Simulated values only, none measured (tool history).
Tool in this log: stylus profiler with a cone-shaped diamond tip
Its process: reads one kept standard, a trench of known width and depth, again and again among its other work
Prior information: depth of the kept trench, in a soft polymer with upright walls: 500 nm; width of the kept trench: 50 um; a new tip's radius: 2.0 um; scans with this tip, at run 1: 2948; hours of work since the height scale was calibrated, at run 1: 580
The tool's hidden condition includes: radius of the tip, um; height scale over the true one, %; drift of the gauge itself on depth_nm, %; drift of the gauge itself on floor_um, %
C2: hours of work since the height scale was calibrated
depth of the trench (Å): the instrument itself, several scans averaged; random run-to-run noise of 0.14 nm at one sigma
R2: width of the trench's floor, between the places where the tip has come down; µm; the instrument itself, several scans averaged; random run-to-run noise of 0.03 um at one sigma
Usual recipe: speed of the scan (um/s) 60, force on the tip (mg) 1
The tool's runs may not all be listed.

run 1 hour=0 | speed_of_the_scan_(um/s)=60 force_on_the_tip_(mg)=1 | scans_with_this_tip=2948 C2=580 | depth_of_the_trench_(Å)=5026.5 R2=46.92
run 2 hour=12 | speed_of_the_scan_(um/s)=71 force_on_the_tip_(mg)=1 | scans_with_this_tip=2995 C2=590 | depth_of_the_trench_(Å)=5027.4 R2=46.81
run 3 hour=35.8 | speed_of_the_scan_(um/s)=71 force_on_the_tip_(mg)=1 | scans_with_this_tip=3090 C2=608 | depth_of_the_trench_(Å)=5027.3 R2=46.86
run 4 hour=61.8 | speed_of_the_scan_(um/s)=71 force_on_the_tip_(mg)=1 | scans_with_this_tip=3193 C2=629 | depth_of_the_trench_(Å)=5028.2 R2=46.85
run 5 hour=83.4 | speed_of_the_scan_(um/s)=60 force_on_the_tip_(mg)=1 | scans_with_this_tip=3280 C2=646 | depth_of_the_trench_(Å)=5027.7 R2=46.85
run 6 hour=100.7 | speed_of_the_scan_(um/s)=60 force_on_the_tip_(mg)=1 | scans_with_this_tip=3348 C2=659 | depth_of_the_trench_(Å)=5027.4 R2=46.83
run 7 hour=124.9 | speed_of_the_scan_(um/s)=60 force_on_the_tip_(mg)=1 | scans_with_this_tip=3445 C2=678 | depth_of_the_trench_(Å)=5024.2 R2=46.91
-- hour=127.5 height scale calibrated on a step standard
run 8 hour=148.4 | speed_of_the_scan_(um/s)=60 force_on_the_tip_(mg)=1 | scans_with_this_tip=3536 C2=16 | depth_of_the_trench_(Å)=5024.8 R2=46.85
run 9 hour=173.4 | speed_of_the_scan_(um/s)=60 force_on_the_tip_(mg)=1 | scans_with_this_tip=3636 C2=36 | depth_of_the_trench_(Å)=5025.4 R2=46.86
-- hour=175.8 height scale calibrated on a step standard, once more
run 10 hour=200.4 | speed_of_the_scan_(um/s)=60 force_on_the_tip_(mg)=1 | scans_with_this_tip=3741 C2=19 | depth_of_the_trench_(Å)=5035.8 R2=46.85
run 11 hour=218.5 | speed_of_the_scan_(um/s)=44 force_on_the_tip_(mg)=1 | scans_with_this_tip=3813 C2=33 | depth_of_the_trench_(Å)=5036.6 R2=47.01
run 12 hour=242.5 | speed_of_the_scan_(um/s)=44 force_on_the_tip_(mg)=1 | scans_with_this_tip=3909 C2=52 | depth_of_the_trench_(Å)=5033.5 R2=46.92
run 13 hour=267.3 | speed_of_the_scan_(um/s)=44 force_on_the_tip_(mg)=1 | scans_with_this_tip=4007 C2=72 | depth_of_the_trench_(Å)=5036 R2=46.98
run 14 hour=279.9 | speed_of_the_scan_(um/s)=36 force_on_the_tip_(mg)=1.7 | scans_with_this_tip=4058 C2=82 | depth_of_the_trench_(Å)=5050.1 R2=47.05
run 15 hour=303.8 | speed_of_the_scan_(um/s)=19 force_on_the_tip_(mg)=0.76 | scans_with_this_tip=4153 C2=100 | depth_of_the_trench_(Å)=5031.7 R2=47.13
run 16 hour=325.7 | speed_of_the_scan_(um/s)=191 force_on_the_tip_(mg)=0.36 | scans_with_this_tip=4240 C2=117 | depth_of_the_trench_(Å)=5015.2 R2=45.48
run 17 hour=344.4 | speed_of_the_scan_(um/s)=36 force_on_the_tip_(mg)=1 | scans_with_this_tip=4315 C2=132 | depth_of_the_trench_(Å)=5035.4 R2=46.91
run 18 hour=361.7 | speed_of_the_scan_(um/s)=27 force_on_the_tip_(mg)=0.53 | scans_with_this_tip=4383 C2=146 | depth_of_the_trench_(Å)=5020.1 R2=46.96
run 19 hour=376.7 | speed_of_the_scan_(um/s)=27 force_on_the_tip_(mg)=0.53 | scans_with_this_tip=4443 C2=157 | depth_of_the_trench_(Å)=5021.7 R2=46.93
run 20 hour=396.5 | speed_of_the_scan_(um/s)=60 force_on_the_tip_(mg)=0.65 | scans_with_this_tip=4522 C2=173 | depth_of_the_trench_(Å)=5024.4 R2=46.76
run 21 hour=413.5 | speed_of_the_scan_(um/s)=128 force_on_the_tip_(mg)=0.62 | scans_with_this_tip=4589 C2=186 | depth_of_the_trench_(Å)=5023.1 R2=46.26
run 22 hour=437.6 | speed_of_the_scan_(um/s)=35 force_on_the_tip_(mg)=0.53 | scans_with_this_tip=4685 C2=205 | depth_of_the_trench_(Å)=5020.6 R2=46.91
run 23 hour=458.8 | speed_of_the_scan_(um/s)=35 force_on_the_tip_(mg)=0.53 | scans_with_this_tip=4770 C2=222 | depth_of_the_trench_(Å)=5020.2 R2=46.87
run 24 hour=471.2 | speed_of_the_scan_(um/s)=35 force_on_the_tip_(mg)=0.53 | scans_with_this_tip=4819 C2=231 | depth_of_the_trench_(Å)=5020 R2=46.87
run 25 hour=485.2 | speed_of_the_scan_(um/s)=39 force_on_the_tip_(mg)=1.86 | scans_with_this_tip=4875 C2=242 | depth_of_the_trench_(Å)=5052 R2=46.96

Forecast each of these 4 alternatives for the next run:
run A hour=504.3 | speed_of_the_scan_(um/s)=103 force_on_the_tip_(mg)=0.68 | scans_with_this_tip=4951 C2=257 | depth_of_the_trench_(Å)=? R2=?
run B hour=504.3 | speed_of_the_scan_(um/s)=74 force_on_the_tip_(mg)=0.75 | scans_with_this_tip=4951 C2=257 | depth_of_the_trench_(Å)=? R2=?
run C hour=504.3 | speed_of_the_scan_(um/s)=26 force_on_the_tip_(mg)=0.99 | scans_with_this_tip=4951 C2=257 | depth_of_the_trench_(Å)=? R2=?
run D hour=504.3 | speed_of_the_scan_(um/s)=48 force_on_the_tip_(mg)=1.86 | scans_with_this_tip=4951 C2=257 | depth_of_the_trench_(Å)=? R2=?

run=A depth_of_the_trench_(Å)=5023 R2=46.47
run=B depth_of_the_trench_(Å)=5027 R2=46.68
run=C depth_of_the_trench_(Å)=5033.3 R2=47.01
run=D depth_of_the_trench_(Å)=5052.5 R2=46.88
The same runs, with their run-to-run variation unchanged, on a tool lacking any hidden condition would have given:
run=A depth_of_the_trench_(Å)=5027.4 R2=46.71
run=B depth_of_the_trench_(Å)=5031.4 R2=46.93
run=C depth_of_the_trench_(Å)=5037.7 R2=47.25
run=D depth_of_the_trench_(Å)=5056.9 R2=47.13

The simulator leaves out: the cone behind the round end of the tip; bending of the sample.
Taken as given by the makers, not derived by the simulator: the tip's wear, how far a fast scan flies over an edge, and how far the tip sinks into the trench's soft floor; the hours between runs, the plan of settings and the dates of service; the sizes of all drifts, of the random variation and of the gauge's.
